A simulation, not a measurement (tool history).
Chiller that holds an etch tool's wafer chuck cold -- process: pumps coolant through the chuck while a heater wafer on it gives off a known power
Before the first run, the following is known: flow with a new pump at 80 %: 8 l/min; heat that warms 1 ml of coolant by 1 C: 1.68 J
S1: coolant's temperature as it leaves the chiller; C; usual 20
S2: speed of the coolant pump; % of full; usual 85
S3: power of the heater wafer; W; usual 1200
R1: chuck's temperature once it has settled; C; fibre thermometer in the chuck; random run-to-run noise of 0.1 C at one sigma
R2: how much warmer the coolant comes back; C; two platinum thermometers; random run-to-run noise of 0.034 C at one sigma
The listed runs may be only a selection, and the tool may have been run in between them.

{"run": 1, "hour": 0.0, "S1": 20, "S2": 85, "S3": 1200, "R1": 29.2, "R2": 5.07}
{"run": 2, "hour": 96.4, "S1": 20, "S2": 85, "S3": 1200, "R1": 29.1, "R2": 5.06}
{"run": 3, "hour": 155.8, "S1": 20, "S2": 84, "S3": 1200, "R1": 29.1, "R2": 5.16}
{"run": 4, "hour": 216.5, "S1": 20, "S2": 84, "S3": 1200, "R1": 29.3, "R2": 5.14}
{"run": 5, "hour": 344.1, "S1": 20, "S2": 85, "S3": 653, "R1": 24.9, "R2": 2.77}
{"run": 6, "hour": 475.5, "S1": 20, "S2": 85, "S3": 653, "R1": 24.8, "R2": 2.77}
{"run": 7, "hour": 551.1, "S1": 20, "S2": 85, "S3": 653, "R1": 24.9, "R2": 2.8}
{"run": 8, "hour": 651.6, "S1": 20, "S2": 85, "S3": 653, "R1": 25, "R2": 2.82}
{"run": 9, "hour": 767.6, "S1": 20, "S2": 85, "S3": 849, "R1": 26.6, "R2": 3.67}
{"run": 10, "hour": 870.1, "S1": 20, "S2": 85, "S3": 823, "R1": 26.2, "R2": 3.5}
{"run": 11, "hour": 963.3, "S1": 20, "S2": 85, "S3": 823, "R1": 26.2, "R2": 3.56}
{"run": 12, "hour": 1022.7, "S1": 20, "S2": 85, "S3": 1200, "R1": 29.3, "R2": 5.21}
{"run": 13, "hour": 1123.8, "S1": 20, "S2": 85, "S3": 1200, "R1": 29.4, "R2": 5.22}
{"run": 14, "hour": 1249.6, "S1": 20, "S2": 85, "S3": 1200, "R1": 29.4, "R2": 5.25}
{"run": 15, "hour": 1370.9, "S1": 20, "S2": 85, "S3": 1135, "R1": 29.1, "R2": 4.96}
{"hour": 1458.6, "done": "chiller's thermometer calibrated"}
{"run": 16, "hour": 1458.6, "S1": 24, "S2": 85, "S3": 1200, "R1": 33.6, "R2": 5.26}
{"run": 17, "hour": 1584.9, "S1": 11, "S2": 93, "S3": 1200, "R1": 20.1, "R2": 4.79}
{"run": 18, "hour": 1668.5, "S1": 11, "S2": 62, "S3": 1200, "R1": 23.3, "R2": 7.15}
{"run": 19, "hour": 1770.2, "S1": 13, "S2": 94, "S3": 1200, "R1": 22.2, "R2": 4.79}
{"run": 20, "hour": 1903.4, "S1": 15, "S2": 76, "S3": 650, "R1": 20.6, "R2": 3.19}
{"run": 21, "hour": 2019.6, "S1": 15, "S2": 75, "S3": 1095, "R1": 24.7, "R2": 5.46}
{"run": 22, "hour": 2128.3, "S1": 15, "S2": 85, "S3": 1200, "R1": 25, "R2": 5.3}
{"run": 23, "hour": 2198.7, "S1": 15, "S2": 90, "S3": 1270, "R1": 25.3, "R2": 5.28}
{"run": 24, "hour": 2303.1, "S1": 12, "S2": 87, "S3": 1626, "R1": 25.5, "R2": 7.03}
{"run": 25, "hour": 2370.0, "S1": 17, "S2": 74, "S3": 903, "R1": 25.3, "R2": 4.63}
{"run": 26, "hour": 2471.4, "S1": 21, "S2": 74, "S3": 1231, "R1": 32.3, "R2": 6.28}
{"run": 27, "hour": 2552.3, "S1": 26, "S2": 74, "S3": 1273, "R1": 37.7, "R2": 6.43}
{"run": 28, "hour": 2661.4, "S1": 26, "S2": 74, "S3": 1273, "R1": 37.8, "R2": 6.51}
{"run": 29, "hour": 2784.0, "S1": 28, "S2": 84, "S3": 1200, "R1": 38.2, "R2": 5.43}
{"run": 30, "hour": 2914.0, "S1": 30, "S2": 96, "S3": 1200, "R1": 39.3, "R2": 4.81}
{"run": 31, "hour": 3045.2, "S1": 20, "S2": 63, "S3": 1344, "R1": 34.1, "R2": 8.05}

Consider 5 possible next runs. They are alternatives, not a sequence: every one starts from the tool as it was left by run 31. What does each give?
{"run": "A", "hour": 3123.4, "S1": 13, "S2": 85, "S3": 1200, "R1": "?", "R2": "?"}
{"run": "B", "hour": 3123.4, "S1": 20, "S2": 81, "S3": 1344, "R1": "?", "R2": "?"}
{"run": "C", "hour": 3123.4, "S1": 16, "S2": 75, "S3": 671, "R1": "?", "R2": "?"}
{"run": "D", "hour": 3123.4, "S1": 22, "S2": 63, "S3": 761, "R1": "?", "R2": "?"}
{"run": "E", "hour": 3123.4, "S1": 19, "S2": 63, "S3": 1343, "R1": "?", "R2": "?"}

run=A R1=23.2 R2=5.44
run=B R1=31.8 R2=6.39
run=C R1=22.1 R2=3.46
run=D R1=29.7 R2=4.6
run=E R1=33.2 R2=8.09
What these runs would have given with no unlogged condition in the tool:
run=A R1=22.1 R2=5.07
run=B R1=30.5 R2=5.95
run=C R1=21.5 R2=3.23
run=D R1=28.9 R2=4.29
run=E R1=31.6 R2=7.54
